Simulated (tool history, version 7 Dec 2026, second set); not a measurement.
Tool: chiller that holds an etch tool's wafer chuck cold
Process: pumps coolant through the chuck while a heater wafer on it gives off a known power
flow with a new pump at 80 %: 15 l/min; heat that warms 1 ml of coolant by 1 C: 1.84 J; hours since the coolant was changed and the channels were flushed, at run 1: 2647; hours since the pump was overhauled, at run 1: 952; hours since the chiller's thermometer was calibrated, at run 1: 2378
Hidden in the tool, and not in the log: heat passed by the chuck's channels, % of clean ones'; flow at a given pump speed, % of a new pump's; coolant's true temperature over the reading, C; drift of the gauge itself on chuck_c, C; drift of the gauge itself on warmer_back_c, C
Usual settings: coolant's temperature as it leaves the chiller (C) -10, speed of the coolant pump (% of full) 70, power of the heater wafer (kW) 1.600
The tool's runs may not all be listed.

run,day,coolant's temperature as it leaves the chiller (C),speed of the coolant pump (% of full),power of the heater wafer (kW),hours since the coolant was changed and the channels were flushed,hours since the pump was overhauled,hours since the chiller's thermometer was calibrated,chuck's temperature once it has settled (C),how much warmer the coolant comes back (C)
1,0.000,-10,70,1.600,2647,952,2378,2.7,3.98
2,2.200,-10,70,1.600,2700,1005,2431,2.8,4.01
3,3.938,-10,70,1.600,2742,1047,2473,2.9,4.05
4,5.450,-10,73,1.600,2778,1083,2509,2.4,3.87
5,8.250,-7,73,1.600,2845,1150,2576,5.1,3.88
6,10.900,-7,73,1.600,2909,1214,2640,5.4,3.83
7,13.096,-10,70,2.217,2962,1267,2693,7.7,5.55
8,15.279,-10,70,2.217,3014,1319,2745,7.7,5.57
9,17.604,-10,70,2.217,3070,1375,2801,7.8,5.57
10,20.000,-10,70,0.843,3127,1432,2858,-3.1,2.10
11,22.688,-10,62,1.600,3192,1497,2923,4.0,4.52
12,24.671,-16,62,1.611,3239,1544,2970,-2.0,4.63
13,26.396,-16,70,1.862,3281,1586,3012,-1.3,4.68
14,27.900,-14,95,1.053,3317,1622,3048,-7.3,1.95
15,29.358,-14,96,2.041,3352,1657,3083,-1.0,3.67
16,32.071,-2,72,1.203,3417,1722,3148,7.6,2.87

Run 17 comes next. What will it give?
17,34.708,-10,72,0.981,3480,1785,3211,?,?

chuck's temperature once it has settled (C): -2.4
how much warmer the coolant comes back (C): 2.34
Without the tool's hidden state the same run would have given chuck's temperature once it has settled (C) -2.4, how much warmer the coolant comes back (C) 2.34.
